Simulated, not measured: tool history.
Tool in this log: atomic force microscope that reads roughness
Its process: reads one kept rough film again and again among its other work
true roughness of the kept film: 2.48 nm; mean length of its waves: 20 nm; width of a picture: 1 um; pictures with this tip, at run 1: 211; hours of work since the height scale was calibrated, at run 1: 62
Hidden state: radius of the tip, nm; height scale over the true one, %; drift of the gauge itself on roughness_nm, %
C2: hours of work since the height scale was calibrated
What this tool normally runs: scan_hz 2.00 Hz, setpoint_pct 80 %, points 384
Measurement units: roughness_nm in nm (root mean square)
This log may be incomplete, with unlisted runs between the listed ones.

Run 1, hour 0.0: usual settings; pictures with this tip 211; C2 62. Result: roughness_nm 1.387 nm (root mean square).
At hour 16.0: new tip fitted.
Run 2, hour 17.9: usual settings but scan_hz 0.70 Hz; pictures with this tip 4; C2 74. Result: roughness_nm 1.831 nm (root mean square).
Run 3, hour 28.5: usual settings but scan_hz 0.70 Hz; pictures with this tip 28; C2 81. Result: roughness_nm 1.789 nm (root mean square).
Run 4, hour 40.2: usual settings but scan_hz 0.70 Hz; pictures with this tip 55; C2 90. Result: roughness_nm 1.746 nm (root mean square).
Run 5, hour 60.5: usual settings but points 577; pictures with this tip 101; C2 104. Result: roughness_nm 1.511 nm (root mean square).
Run 6, hour 71.1: usual settings but points 620; pictures with this tip 125; C2 111. Result: roughness_nm 1.491 nm (root mean square).
Run 7, hour 80.3: usual settings; pictures with this tip 146; C2 118. Result: roughness_nm 1.449 nm (root mean square).
Run 8, hour 92.2: usual settings but scan_hz 0.62 Hz; pictures with this tip 173; C2 126. Result: roughness_nm 1.594 nm (root mean square).
Run 9, hour 113.2: usual settings but points 606; pictures with this tip 221; C2 141. Result: roughness_nm 1.375 nm (root mean square).
At hour 124.1: new tip fitted.
Run 10, hour 127.3: usual settings but points 606; pictures with this tip 8; C2 150. Result: roughness_nm 1.640 nm (root mean square).
Run 11, hour 149.0: usual settings but points 606; pictures with this tip 57; C2 165. Result: roughness_nm 1.572 nm (root mean square).
Run 12, hour 164.0: usual settings but points 606; pictures with this tip 91; C2 176. Result: roughness_nm 1.529 nm (root mean square).

The next listed run, before its measurement:
Run 13, hour 174.8: usual settings but setpoint_pct 68 %, points 969; pictures with this tip 116; C2 183. Result: roughness_nm ?.

roughness_nm: 1.629 nm (root mean square)
The same run, on a tool lacking any hidden state, would have yielded roughness_nm 1.824 nm (root mean square).
